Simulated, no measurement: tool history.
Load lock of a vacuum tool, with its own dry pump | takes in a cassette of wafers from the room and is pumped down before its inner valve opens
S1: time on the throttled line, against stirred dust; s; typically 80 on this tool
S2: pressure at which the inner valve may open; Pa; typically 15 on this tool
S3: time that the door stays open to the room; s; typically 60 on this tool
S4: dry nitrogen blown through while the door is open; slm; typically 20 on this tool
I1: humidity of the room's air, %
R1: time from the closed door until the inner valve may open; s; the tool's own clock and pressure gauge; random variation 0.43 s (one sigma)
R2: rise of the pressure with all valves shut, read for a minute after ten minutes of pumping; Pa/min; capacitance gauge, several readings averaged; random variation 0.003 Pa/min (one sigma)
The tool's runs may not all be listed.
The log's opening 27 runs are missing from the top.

run	hour	S1	S2	S3	S4	I1	R1	R2
28	2397.9	50	16	54	19	41.8	93.6	0.104
29	2496.0	81	15	60	20	47.5	121.9	0.113
30	2591.0	66	15	215	20	41.5	108.7	0.127
31	2682.0	78	20	166	5	48.9	117.1	0.155
32	2799.6	78	15	166	19	42.5	119.3	0.132
33	2867.8	61	26	67	12	45.1	100.9	0.128
34	2941.7	80	15	60	9	44.7	120.9	0.132
35	3033.3	80	15	61	9	42.3	121.3	0.139
36	3107.8	80	15	61	9	44.8	121.6	0.144
37	3171.9	80	15	61	9	44.1	121.1	0.143
38	3283.7	99	15	60	39	45.3	138.2	0.135

What if the next run were any one of these 3? Each begins from the tool's condition after run 38:
A	3344.4	45	10	60	39	43.3	?	?
B	3344.4	76	14	60	20	45.4	?	?
C	3344.4	86	15	28	16	43.8	?	?

run	R1	R2
A	92.7	0.136
B	118.6	0.149
C	126.6	0.146
Stripped of hidden state, with their random variation kept, the same runs would have yielded:
run	R1	R2
A	91.3	0.019
B	117.3	0.031
C	125.4	0.027
